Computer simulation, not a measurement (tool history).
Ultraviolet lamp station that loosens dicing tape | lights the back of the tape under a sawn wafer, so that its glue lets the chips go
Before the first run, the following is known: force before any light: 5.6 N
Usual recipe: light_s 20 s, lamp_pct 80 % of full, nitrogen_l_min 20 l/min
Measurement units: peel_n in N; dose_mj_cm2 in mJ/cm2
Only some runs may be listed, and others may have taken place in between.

{"run": 1, "day": 0.0, "light_s": 20, "lamp_pct": 80, "nitrogen_l_min": 20, "peel_n": 0.554, "dose_mj_cm2": 357}
{"day": 0.342, "done": "window cleaned of glue's vapour"}
{"run": 2, "day": 2.804, "light_s": 39, "lamp_pct": 80, "nitrogen_l_min": 20, "peel_n": 0.111, "dose_mj_cm2": 695}
{"run": 3, "day": 4.488, "light_s": 20, "lamp_pct": 80, "nitrogen_l_min": 20, "peel_n": 0.581, "dose_mj_cm2": 349}
{"run": 4, "day": 6.088, "light_s": 20, "lamp_pct": 87, "nitrogen_l_min": 20, "peel_n": 0.477, "dose_mj_cm2": 373}
{"run": 5, "day": 8.604, "light_s": 20, "lamp_pct": 87, "nitrogen_l_min": 20, "peel_n": 0.475, "dose_mj_cm2": 377}
{"run": 6, "day": 12.0, "light_s": 20, "lamp_pct": 87, "nitrogen_l_min": 20, "peel_n": 0.5, "dose_mj_cm2": 372}
{"run": 7, "day": 14.45, "light_s": 20, "lamp_pct": 87, "nitrogen_l_min": 20, "peel_n": 0.519, "dose_mj_cm2": 368}
{"run": 8, "day": 16.325, "light_s": 20, "lamp_pct": 80, "nitrogen_l_min": 20, "peel_n": 0.64, "dose_mj_cm2": 336}
{"run": 9, "day": 19.392, "light_s": 20, "lamp_pct": 80, "nitrogen_l_min": 20, "peel_n": 0.661, "dose_mj_cm2": 336}
{"day": 22.121, "done": "window cleaned of glue's vapour, once more"}
{"run": 10, "day": 22.121, "light_s": 20, "lamp_pct": 80, "nitrogen_l_min": 20, "peel_n": 0.5, "dose_mj_cm2": 373}
{"run": 11, "day": 24.4, "light_s": 20, "lamp_pct": 75, "nitrogen_l_min": 36, "peel_n": 0.451, "dose_mj_cm2": 346}
{"run": 12, "day": 27.8, "light_s": 18, "lamp_pct": 88, "nitrogen_l_min": 21, "peel_n": 0.518, "dose_mj_cm2": 368}
{"run": 13, "day": 29.492, "light_s": 18, "lamp_pct": 88, "nitrogen_l_min": 21, "peel_n": 0.491, "dose_mj_cm2": 364}
{"run": 14, "day": 31.304, "light_s": 18, "lamp_pct": 93, "nitrogen_l_min": 27, "peel_n": 0.412, "dose_mj_cm2": 380}
{"run": 15, "day": 34.45, "light_s": 12, "lamp_pct": 93, "nitrogen_l_min": 27, "peel_n": 0.963, "dose_mj_cm2": 251}
{"run": 16, "day": 35.988, "light_s": 13, "lamp_pct": 81, "nitrogen_l_min": 11, "peel_n": 1.45, "dose_mj_cm2": 237}
{"run": 17, "day": 39.121, "light_s": 28, "lamp_pct": 97, "nitrogen_l_min": 8, "peel_n": 0.286, "dose_mj_cm2": 603}
{"run": 18, "day": 40.929, "light_s": 28, "lamp_pct": 97, "nitrogen_l_min": 8, "peel_n": 0.284, "dose_mj_cm2": 594}
{"run": 19, "day": 44.458, "light_s": 28, "lamp_pct": 97, "nitrogen_l_min": 8, "peel_n": 0.304, "dose_mj_cm2": 588}
{"run": 20, "day": 46.325, "light_s": 10, "lamp_pct": 72, "nitrogen_l_min": 32, "peel_n": 1.797, "dose_mj_cm2": 157}

Below are 3 alternative next runs, each starting from the tool's condition after run 20. Predict each:
{"run": "A", "day": 48.138, "light_s": 13, "lamp_pct": 72, "nitrogen_l_min": 10, "peel_n": "?", "dose_mj_cm2": "?"}
{"run": "B", "day": 48.138, "light_s": 20, "lamp_pct": 96, "nitrogen_l_min": 20, "peel_n": "?", "dose_mj_cm2": "?"}
{"run": "C", "day": 48.138, "light_s": 16, "lamp_pct": 80, "nitrogen_l_min": 27, "peel_n": "?", "dose_mj_cm2": "?"}

run=A peel_n=1.837 dose_mj_cm2=198
run=B peel_n=0.391 dose_mj_cm2=408
run=C peel_n=0.799 dose_mj_cm2=269
Had the tool no hidden state, the same runs would have come out as:
run=A peel_n=1.314 dose_mj_cm2=260
run=B peel_n=0.197 dose_mj_cm2=536
run=C peel_n=0.455 dose_mj_cm2=352
